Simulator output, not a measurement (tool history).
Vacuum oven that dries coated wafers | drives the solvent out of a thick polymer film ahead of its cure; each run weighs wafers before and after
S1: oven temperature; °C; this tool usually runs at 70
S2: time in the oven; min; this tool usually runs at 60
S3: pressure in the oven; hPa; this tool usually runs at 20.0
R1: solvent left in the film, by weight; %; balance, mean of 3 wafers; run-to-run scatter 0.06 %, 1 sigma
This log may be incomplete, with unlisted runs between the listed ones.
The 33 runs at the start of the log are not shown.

run	hour	S1	S2	S3	R1
34	2804.0	70	60	45.4	6.56
35	2871.4	58	49	20.0	11.58
36	2929.5	76	46	20.0	2.69
37	3002.1	76	46	20.0	2.68
38	3073.9	58	60	20.0	10.53
39	3183.6	58	60	20.0	10.77
40	3287.7	58	60	20.0	11.14
41	3388.9	68	60	20.0	5.02
42	3470.5	68	60	20.0	5.21
43	3567.9	70	74	31.7	5.13
44	3677.8	70	74	31.7	4.90
45	3783.8	80	43	59.4	5.41
46	3860.5	81	101	14.5	1.48

Below are 5 alternative next runs, each starting from the tool's condition after run 46. Predict each:
A	3935.8	81	86	14.5	?
B	3935.8	73	69	17.2	?
C	3935.8	56	101	14.5	?
D	3935.8	77	53	14.4	?
E	3935.8	83	101	64.0	?

run	R1
A	1.52
B	2.91
C	9.08
D	2.12
E	4.98
What these runs would have given with no unlogged condition in the tool:
run	R1
A	1.12
B	2.12
C	7.23
D	1.48
E	4.37

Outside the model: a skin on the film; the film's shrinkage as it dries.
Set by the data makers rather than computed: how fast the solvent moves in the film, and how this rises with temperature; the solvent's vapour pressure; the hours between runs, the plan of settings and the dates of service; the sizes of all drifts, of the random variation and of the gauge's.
